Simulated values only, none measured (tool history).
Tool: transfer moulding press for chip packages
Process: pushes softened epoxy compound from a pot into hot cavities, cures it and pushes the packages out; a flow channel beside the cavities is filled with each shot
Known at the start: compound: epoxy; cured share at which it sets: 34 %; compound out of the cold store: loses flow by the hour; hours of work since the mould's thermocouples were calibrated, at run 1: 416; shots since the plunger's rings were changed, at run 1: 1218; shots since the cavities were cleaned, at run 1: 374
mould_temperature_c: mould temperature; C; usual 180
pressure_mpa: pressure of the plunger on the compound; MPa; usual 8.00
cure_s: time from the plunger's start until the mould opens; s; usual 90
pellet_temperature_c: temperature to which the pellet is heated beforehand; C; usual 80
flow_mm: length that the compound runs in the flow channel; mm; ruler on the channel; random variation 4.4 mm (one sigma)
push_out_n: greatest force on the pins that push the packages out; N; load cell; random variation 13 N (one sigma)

run	hour	mould_temperature_c	pressure_mpa	cure_s	pellet_temperature_c	hours of work since the mould's thermocouples were calibrated	shots since the plunger's rings were changed	shots since the cavities were cleaned	incoming compound's hours out of the cold store	flow_mm	push_out_n
1	0.0	180	8.00	90	80	416	1218	374	15.0	614	1184
2	31.5	180	8.00	90	80	441	1680	836	14.7	604	1349
# hour 36.2: cavities cleaned with cleaning compound and waxed
3	57.6	180	7.90	90	80	461	2042	314	9.2	605	1118
4	84.0	180	8.00	90	80	482	2430	702	23.1	587	1339
# hour 96.8: cavities cleaned with cleaning compound and waxed
5	121.5	180	8.00	90	80	510	2958	363	45.3	554	1096
6	140.0	187	8.00	90	80	525	3229	634	29.5	555	1024
# hour 158.4: cavities cleaned with cleaning compound and waxed
7	176.1	187	8.00	90	80	552	3738	259	28.0	557	806
8	212.7	180	8.00	90	80	581	4276	797	32.9	556	1341
# hour 220.0: cavities cleaned with cleaning compound and waxed
# hour 232.3: plunger's sealing rings changed
9	249.3	180	8.00	90	80	607	249	393	27.3	593	1205
10	273.5	180	8.00	90	80	626	604	748	35.5	582	1292
# hour 284.2: cavities cleaned with cleaning compound and waxed
11	310.2	180	8.00	104	80	654	1122	382	20.6	594	914
12	340.3	180	8.00	104	80	678	1563	823	17.7	611	1117
# hour 343.5: cavities cleaned with cleaning compound and waxed
13	362.0	180	8.00	104	80	694	1859	270	26.2	584	858
# hour 403.0: cavities cleaned with cleaning compound and waxed
14	403.0	180	8.00	104	80	725	2440	0	23.7	585	502
15	429.4	180	8.00	104	80	746	2828	388	27.7	581	1021
16	448.9	175	7.20	109	74	762	3114	674	44.7	537	1228
# hour 463.5: cavities cleaned with cleaning compound and waxed
17	482.7	175	7.20	109	74	788	3589	282	13.5	576	1050
18	516.6	183	9.86	87	79	814	4086	779	36.0	609	1210
# hour 523.8: cavities cleaned with cleaning compound and waxed
19	534.4	182	8.57	99	80	827	4326	156	10.0	617	776
# hour 549.1: plunger's sealing rings changed
20	554.3	180	7.08	129	80	841	77	411	34.5	549	884
# hour 586.6: cavities cleaned with cleaning compound and waxed
21	586.6	180	7.08	129	80	866	529	0	9.9	576	455
# hour 615.6: mould's thermocouples calibrated
22	615.7	180	7.22	96	80	0	927	398	16.2	573	1040
23	645.3	180	7.22	96	80	24	1363	834	23.7	559	1214
# hour 649.3: cavities cleaned with cleaning compound and waxed
24	671.2	180	7.22	96	80	43	1721	321	40.4	538	1008
25	693.6	188	6.30	116	75	61	2050	650	44.5	480	932
# hour 709.5: cavities cleaned with cleaning compound and waxed
26	718.0	188	6.30	104	75	79	2386	124	32.3	496	612
27	756.2	173	8.00	83	88	109	2947	685	10.0	615	2448
# hour 770.4: cavities cleaned with cleaning compound and waxed
28	789.2	187	8.00	71	86	134	3409	276	26.7	564	1137

Some steps in flow_mm between neighbouring runs. How much of each would the tool show without its hidden state too (settings, what came in, random variation), and how much is left for the hidden state, with any gauge scatter that isn't in both results?
The hidden state here: true mould temperature over the reading, C; pressure that reaches the compound, % of what is set; grip of the stained cavities, % over clean ones'; drift of the gauge itself on flow_mm, %; drift of the gauge itself on push_out_n, %.
Run 8 -> 9: cavities cleaned with cleaning compound and waxed, plunger's sealing rings changed. flow_mm +37 mm: hidden state +20, all else +17.
Run 19 -> 20: mould_temperature_c 182 -> 180, pressure_mpa 8.57 -> 7.08, cure_s 99 -> 129, plunger's sealing rings changed. flow_mm -68 mm: hidden state +27, all else -95.
Run 26 -> 27: mould_temperature_c 188 -> 173, pressure_mpa 6.30 -> 8.00, cure_s 104 -> 83, pellet_temperature_c 75 -> 88. flow_mm +119 mm: hidden state -7, all else +126.
